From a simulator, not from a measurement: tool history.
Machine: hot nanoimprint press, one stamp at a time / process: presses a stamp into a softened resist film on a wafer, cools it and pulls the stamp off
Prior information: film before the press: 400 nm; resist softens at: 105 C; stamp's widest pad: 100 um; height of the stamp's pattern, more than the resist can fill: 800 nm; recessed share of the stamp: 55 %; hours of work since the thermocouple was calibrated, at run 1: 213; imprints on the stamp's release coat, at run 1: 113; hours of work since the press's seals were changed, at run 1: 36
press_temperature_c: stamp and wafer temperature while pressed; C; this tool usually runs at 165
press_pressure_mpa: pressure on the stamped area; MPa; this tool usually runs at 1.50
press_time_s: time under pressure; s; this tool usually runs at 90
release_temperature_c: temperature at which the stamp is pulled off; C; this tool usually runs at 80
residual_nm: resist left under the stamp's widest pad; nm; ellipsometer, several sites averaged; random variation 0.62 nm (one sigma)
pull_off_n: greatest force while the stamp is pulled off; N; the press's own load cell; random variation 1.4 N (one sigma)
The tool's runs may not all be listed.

run,hour,press_temperature_c,press_pressure_mpa,press_time_s,release_temperature_c,hours of work since the thermocouple was calibrated,imprints on the stamp's release coat,hours of work since the press's seals were changed,residual_nm,pull_off_n
1,0.0,165,1.50,90,80,213,113,36,220.8,139
2,12.4,165,1.50,90,66,220,156,43,220.0,192
3,25.4,165,1.50,90,65,227,201,50,219.1,200
4,38.7,165,1.50,90,65,235,247,58,220.4,198
5,54.2,165,1.50,90,65,244,300,67,220.4,205
6,62.9,165,1.50,153,65,249,330,72,182.3,204
7,71.3,165,1.50,153,65,254,359,77,182.9,202
8,81.0,165,1.50,153,65,259,393,82,183.5,206
9,96.9,165,1.50,153,65,269,447,92,183.9,210
10,107.8,165,2.12,90,80,275,485,98,189.7,151
11,118.1,165,1.50,73,80,281,520,104,235.9,150
# hour 126.0: stamp cleaned and given a new release coat
12,139.2,165,1.50,73,80,289,46,112,235.9,138
13,153.3,165,1.50,73,80,298,94,121,235.9,142
14,167.9,165,1.50,73,80,306,145,129,236.5,139
15,182.2,165,1.50,73,80,314,194,137,237.3,144
16,189.8,165,1.50,73,80,318,220,141,236.5,145
17,197.2,165,1.50,73,80,323,246,146,235.1,143
18,207.8,165,1.50,73,80,329,282,152,236.1,144
19,220.3,165,2.35,138,66,336,326,159,155.2,199
20,236.3,176,1.77,138,66,345,381,168,125.1,202
# hour 240.4: plate thermocouple calibrated
21,255.0,157,1.77,111,66,8,435,177,245.3,201
22,265.7,157,1.77,111,67,14,471,183,246.1,202
23,272.3,165,1.77,162,67,18,494,187,167.5,201
# hour 287.8: stamp cleaned and given a new release coat
24,288.3,171,1.98,59,75,24,2,193,194.3,157
25,300.6,165,1.54,90,80,31,44,200,221.3,141
26,307.4,175,1.54,90,65,35,68,204,166.0,196
# hour 321.0: plate thermocouple calibrated, once more
27,326.1,159,1.54,90,65,3,122,213,257.0,195

Run 28 is up next; what results do you expect?
28,338.7,165,1.50,79,76,10,165,220,?,?

Run 28 measured residual_nm 230.9 nm, pull_off_n 156 N.
If the tool had no hidden condition, the same run with the same run-to-run variation would have returned residual_nm 228.2 nm, pull_off_n 151 N.
